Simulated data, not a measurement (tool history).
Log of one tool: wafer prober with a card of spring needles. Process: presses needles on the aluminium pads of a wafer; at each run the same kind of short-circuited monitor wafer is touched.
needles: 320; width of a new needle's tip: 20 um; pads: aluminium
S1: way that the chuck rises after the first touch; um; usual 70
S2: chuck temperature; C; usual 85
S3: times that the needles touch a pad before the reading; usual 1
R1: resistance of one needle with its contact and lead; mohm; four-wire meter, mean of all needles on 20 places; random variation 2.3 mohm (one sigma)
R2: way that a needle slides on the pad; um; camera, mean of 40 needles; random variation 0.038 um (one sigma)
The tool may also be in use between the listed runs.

run,hour,S1,S2,S3,R1,R2
1,0.0,70,85,1,392,11.48
# hour 2.2: tips cleaned on abrasive film
2,4.5,70,85,1,289,11.44
3,14.7,70,85,2,334,11.53
# hour 17.2: tips cleaned on abrasive film
4,23.0,70,85,2,301,11.45
5,29.9,70,85,2,338,11.45
# hour 31.8: tips cleaned on abrasive film
6,38.7,70,85,1,341,11.46
# hour 46.6: tips cleaned on abrasive film
7,48.9,70,85,1,298,11.43
8,57.3,70,85,1,377,11.46
# hour 61.6: tips cleaned on abrasive film
9,66.1,70,85,1,319,11.37
10,76.1,70,85,1,390,11.34
# hour 76.8: tips cleaned on abrasive film
11,81.3,70,85,1,327,11.41
12,85.8,70,85,1,366,11.44
# hour 91.4: tips cleaned on abrasive film
13,94.9,70,85,1,309,11.34
14,100.5,70,85,1,363,11.39
15,105.3,70,75,1,396,11.37
# hour 106.3: tips cleaned on abrasive film
16,112.1,70,85,1,333,11.42
# hour 121.1: tips cleaned on abrasive film
17,122.4,70,59,1,285,11.30
18,126.8,70,59,1,338,11.35
19,132.6,53,26,1,479,8.50
# hour 136.1: tips cleaned on abrasive film
20,142.1,70,85,1,343,11.29
21,148.9,70,32,2,336,11.39
# hour 151.4: tips cleaned on abrasive film
22,154.7,61,66,1,324,9.89

The next listed run, before its measurement:
23,161.4,77,63,2,?,?

Run 23 gave R1 311 mohm, R2 12.44 um.
Without the tool's hidden state the same run would have given R1 248 mohm, R2 12.63 um.
